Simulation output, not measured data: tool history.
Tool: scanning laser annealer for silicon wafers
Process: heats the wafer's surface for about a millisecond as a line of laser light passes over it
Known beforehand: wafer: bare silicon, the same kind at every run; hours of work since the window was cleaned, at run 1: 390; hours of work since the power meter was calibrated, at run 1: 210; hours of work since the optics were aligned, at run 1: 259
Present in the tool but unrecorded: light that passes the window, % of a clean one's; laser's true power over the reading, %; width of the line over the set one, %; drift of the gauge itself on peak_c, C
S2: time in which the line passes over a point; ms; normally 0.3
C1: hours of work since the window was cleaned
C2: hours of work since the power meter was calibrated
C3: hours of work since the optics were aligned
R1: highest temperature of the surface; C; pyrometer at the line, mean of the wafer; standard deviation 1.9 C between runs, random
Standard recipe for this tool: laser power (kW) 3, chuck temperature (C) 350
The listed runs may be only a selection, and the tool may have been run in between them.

run 1 hour=0 | laser_power_(kW)=3 S2=0.3 chuck_temperature_(C)=350 | C1=390 C2=210 C3=259 | R1=1116
run 2 hour=10.6 | laser_power_(kW)=3 S2=0.3 chuck_temperature_(C)=350 | C1=395 C2=215 C3=263 | R1=1115
run 3 hour=21.1 | laser_power_(kW)=3 S2=0.3 chuck_temperature_(C)=350 | C1=400 C2=219 C3=268 | R1=1115
run 4 hour=27.7 | laser_power_(kW)=3 S2=0.3 chuck_temperature_(C)=350 | C1=403 C2=222 C3=271 | R1=1116
run 5 hour=36 | laser_power_(kW)=3 S2=0.3 chuck_temperature_(C)=350 | C1=407 C2=226 C3=275 | R1=1116
run 6 hour=46.9 | laser_power_(kW)=3 S2=0.3 chuck_temperature_(C)=350 | C1=411 C2=231 C3=280 | R1=1119
run 7 hour=55.2 | laser_power_(kW)=3 S2=0.3 chuck_temperature_(C)=336 | C1=415 C2=235 C3=283 | R1=1101
run 8 hour=65 | laser_power_(kW)=3 S2=0.3 chuck_temperature_(C)=336 | C1=420 C2=239 C3=288 | R1=1101
run 9 hour=71.8 | laser_power_(kW)=3 S2=0.3 chuck_temperature_(C)=336 | C1=423 C2=242 C3=291 | R1=1100
run 10 hour=81.8 | laser_power_(kW)=3 S2=0.3 chuck_temperature_(C)=336 | C1=427 C2=247 C3=295 | R1=1101
run 11 hour=90.3 | laser_power_(kW)=3.09 S2=0.3 chuck_temperature_(C)=350 | C1=431 C2=251 C3=299 | R1=1138
run 12 hour=99.1 | laser_power_(kW)=3.097 S2=0.3 chuck_temperature_(C)=350 | C1=435 C2=255 C3=303 | R1=1142
run 13 hour=110.5 | laser_power_(kW)=3 S2=0.347 chuck_temperature_(C)=350 | C1=440 C2=260 C3=308 | R1=1178
run 14 hour=117.4 | laser_power_(kW)=3 S2=0.347 chuck_temperature_(C)=350 | C1=443 C2=263 C3=311 | R1=1177
run 15 hour=122.6 | laser_power_(kW)=3 S2=0.3 chuck_temperature_(C)=350 | C1=446 C2=265 C3=314 | R1=1114
run 16 hour=132.7 | laser_power_(kW)=3 S2=0.3 chuck_temperature_(C)=350 | C1=450 C2=270 C3=318 | R1=1116
run 17 hour=144.1 | laser_power_(kW)=3 S2=0.3 chuck_temperature_(C)=350 | C1=455 C2=275 C3=324 | R1=1112
run 18 hour=153.5 | laser_power_(kW)=3 S2=0.3 chuck_temperature_(C)=350 | C1=460 C2=279 C3=328 | R1=1115
run 19 hour=160 | laser_power_(kW)=3 S2=0.3 chuck_temperature_(C)=350 | C1=462 C2=282 C3=331 | R1=1116
run 20 hour=166.4 | laser_power_(kW)=3 S2=0.3 chuck_temperature_(C)=350 | C1=465 C2=285 C3=334 | R1=1112
run 21 hour=172 | laser_power_(kW)=3 S2=0.3 chuck_temperature_(C)=350 | C1=468 C2=287 C3=336 | R1=1114
run 22 hour=178.7 | laser_power_(kW)=3 S2=0.255 chuck_temperature_(C)=380 | C1=471 C2=290 C3=339 | R1=1077
run 23 hour=185.3 | laser_power_(kW)=2.663 S2=0.253 chuck_temperature_(C)=380 | C1=474 C2=293 C3=342 | R1=993
run 24 hour=193.7 | laser_power_(kW)=2.813 S2=0.231 chuck_temperature_(C)=315 | C1=478 C2=297 C3=346 | R1=935
run 25 hour=202.3 | laser_power_(kW)=2.813 S2=0.231 chuck_temperature_(C)=315 | C1=482 C2=301 C3=350 | R1=933
run 26 hour=207.9 | laser_power_(kW)=2.653 S2=0.302 chuck_temperature_(C)=378 | C1=484 C2=304 C3=352 | R1=1050
run 27 hour=214.4 | laser_power_(kW)=2.744 S2=0.3 chuck_temperature_(C)=311 | C1=487 C2=307 C3=355 | R1=1009
run 28 hour=220.1 | laser_power_(kW)=3.227 S2=0.24 chuck_temperature_(C)=311 | C1=490 C2=309 C3=358 | R1=1038
run 29 hour=228.8 | laser_power_(kW)=2.863 S2=0.3 chuck_temperature_(C)=350 | C1=493 C2=313 C3=362 | R1=1076
run 30 hour=240.1 | laser_power_(kW)=3.199 S2=0.3 chuck_temperature_(C)=350 | C1=499 C2=318 C3=367 | R1=1162
run 31 hour=251.4 | laser_power_(kW)=2.874 S2=0.371 chuck_temperature_(C)=363 | C1=504 C2=323 C3=372 | R1=1181
run 32 hour=256.9 | laser_power_(kW)=2.593 S2=0.3 chuck_temperature_(C)=350 | C1=506 C2=326 C3=374 | R1=1003
run 33 hour=265.2 | laser_power_(kW)=2.654 S2=0.3 chuck_temperature_(C)=346 | C1=510 C2=329 C3=378 | R1=1019
run 34 hour=271 | laser_power_(kW)=2.914 S2=0.333 chuck_temperature_(C)=341 | C1=513 C2=332 C3=381 | R1=1121
run 35 hour=277.3 | laser_power_(kW)=2.914 S2=0.333 chuck_temperature_(C)=341 | C1=515 C2=335 C3=384 | R1=1123
run 36 hour=285.3 | laser_power_(kW)=3 S2=0.273 chuck_temperature_(C)=384 | C1=519 C2=339 C3=387 | R1=1109
run 37 hour=293 | laser_power_(kW)=3 S2=0.273 chuck_temperature_(C)=384 | C1=522 C2=342 C3=391 | R1=1105
run 38 hour=303.4 | laser_power_(kW)=3.193 S2=0.302 chuck_temperature_(C)=340 | C1=527 C2=347 C3=395 | R1=1156
run 39 hour=311.3 | laser_power_(kW)=3.193 S2=0.302 chuck_temperature_(C)=340 | C1=531 C2=350 C3=399 | R1=1153
run 40 hour=316.9 | laser_power_(kW)=2.983 S2=0.217 chuck_temperature_(C)=331 | C1=533 C2=353 C3=401 | R1=965
run 41 hour=327.8 | laser_power_(kW)=2.983 S2=0.247 chuck_temperature_(C)=331 | C1=538 C2=358 C3=406 | R1=1010

Measured result minus the same run's result without the hidden state. Both carry the same run-to-run variation, though not necessarily the same gauge scatter:
run=1 R1=-17
run=2 R1=-17
run=3 R1=-17
run=4 R1=-18
run=5 R1=-17
run=6 R1=-17
run=7 R1=-17
run=8 R1=-18
run=9 R1=-18
run=10 R1=-18
run=11 R1=-19
run=12 R1=-19
run=13 R1=-20
run=14 R1=-21
run=15 R1=-19
run=16 R1=-20
run=17 R1=-19
run=18 R1=-19
run=19 R1=-19
run=20 R1=-20
run=21 R1=-20
run=22 R1=-18
run=23 R1=-16
run=24 R1=-16
run=25 R1=-17
run=26 R1=-18
run=27 R1=-18
run=28 R1=-20
run=29 R1=-20
run=30 R1=-23
run=31 R1=-23
run=32 R1=-18
run=33 R1=-19
run=34 R1=-22
run=35 R1=-23
run=36 R1=-21
run=37 R1=-21
run=38 R1=-24
run=39 R1=-23
run=40 R1=-19
run=41 R1=-20
